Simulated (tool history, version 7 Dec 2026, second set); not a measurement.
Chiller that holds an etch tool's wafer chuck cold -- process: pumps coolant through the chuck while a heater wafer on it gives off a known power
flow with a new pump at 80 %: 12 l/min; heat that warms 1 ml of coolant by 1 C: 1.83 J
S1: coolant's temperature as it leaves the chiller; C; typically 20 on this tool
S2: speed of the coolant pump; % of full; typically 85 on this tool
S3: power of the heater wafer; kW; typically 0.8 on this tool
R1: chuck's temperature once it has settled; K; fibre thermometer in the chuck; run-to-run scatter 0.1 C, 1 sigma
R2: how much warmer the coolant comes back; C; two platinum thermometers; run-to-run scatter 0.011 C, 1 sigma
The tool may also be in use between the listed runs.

| run | hour | S1 | S2 | S3 | R1 | R2 |
|---|---|---|---|---|---|---|
| 1 | 0 | 20 | 85 | 0.8 | 298.45 | 2.1 |
| 2 | 37.2 | 20 | 85 | 0.8 | 298.45 | 2.1 |
| 3 | 68.8 | 16 | 85 | 0.8 | 294.55 | 2.09 |
| 4 | 90.6 | 16 | 85 | 0.8 | 294.65 | 2.11 |
| 5 | 117.8 | 16 | 85 | 0.8 | 294.55 | 2.11 |
| 6 | 144.6 | 20 | 85 | 0.8 | 298.45 | 2.12 |
| 7 | 182.2 | 20 | 85 | 0.8 | 298.45 | 2.1 |
| 8 | 221.4 | 20 | 85 | 0.8 | 298.65 | 2.12 |
| 9 | 257.5 | 20 | 85 | 0.8 | 298.65 | 2.09 |
| 10 | 282.8 | 20 | 85 | 0.8 | 298.55 | 2.11 |
| 11 | 307.3 | 20 | 83 | 0.8 | 298.75 | 2.17 |
| 12 | 347 | 20 | 62 | 0.8 | 300.05 | 2.9 |
| 13 | 371.1 | 20 | 62 | 0.8 | 300.05 | 2.9 |
| 14 | 402.4 | 20 | 85 | 1.024 | 300.25 | 2.71 |
| 15 | 419.9 | 20 | 85 | 1.024 | 300.05 | 2.7 |
| 16 | 452.8 | 20 | 85 | 1.024 | 300.15 | 2.71 |
| 17 | 484.1 | 20 | 77 | 0.8 | 299.05 | 2.34 |
| 18 | 512.6 | 16 | 92 | 0.448 | 292.25 | 1.1 |
| 19 | 553.4 | 16 | 92 | 0.448 | 292.25 | 1.11 |
| 20 | 573.9 | 17 | 87 | 0.785 | 295.75 | 2.02 |
| 21 | 600 | 12 | 75 | 0.764 | 291.05 | 2.28 |
| 22 | 627.3 | 12 | 75 | 0.764 | 290.95 | 2.3 |
| 23 | 648.7 | 14 | 85 | 0.619 | 291.65 | 1.65 |
| 24 | 691.1 | 15 | 80 | 0.619 | 292.75 | 1.75 |
| 25 | 720.3 | 15 | 80 | 0.619 | 292.85 | 1.75 |
| 26 | 758.5 | 20 | 85 | 0.8 | 298.75 | 2.11 |
| 27 | 783.8 | 20 | 85 | 0.8 | 298.65 | 2.12 |
| 28 | 810.4 | 17 | 79 | 0.75 | 295.85 | 2.13 |
| 29 | 829.3 | 13 | 85 | 0.669 | 290.85 | 1.77 |
| 30 | 848.1 | 13 | 85 | 0.669 | 290.85 | 1.79 |
| 31 | 865.5 | 20 | 60 | 1.023 | 302.65 | 3.85 |
| 32 | 889.2 | 20 | 60 | 1.023 | 302.55 | 3.86 |

Consider 4 possible next runs. They are alternatives, not a sequence: every one starts from the tool as it was left by run 32. What does each give?
| A | 906.5 | 18 | 67 | 0.403 | ? | ? |
| B | 906.5 | 29 | 60 | 0.623 | ? | ? |
| C | 906.5 | 10 | 85 | 1.076 | ? | ? |
| D | 906.5 | 16 | 86 | 0.8 | ? | ? |

| run | R1 | R2 |
|---|---|---|
| A | 294.75 | 1.37 |
| B | 308.05 | 2.34 |
| C | 290.45 | 2.87 |
| D | 294.65 | 2.09 |
Stripped of hidden state, with their random variation kept, the same runs would have yielded:
| run | R1 | R2 |
|---|---|---|
| A | 293.95 | 1.33 |
| B | 307.05 | 2.27 |
| C | 289.25 | 2.79 |
| D | 293.65 | 2.03 |

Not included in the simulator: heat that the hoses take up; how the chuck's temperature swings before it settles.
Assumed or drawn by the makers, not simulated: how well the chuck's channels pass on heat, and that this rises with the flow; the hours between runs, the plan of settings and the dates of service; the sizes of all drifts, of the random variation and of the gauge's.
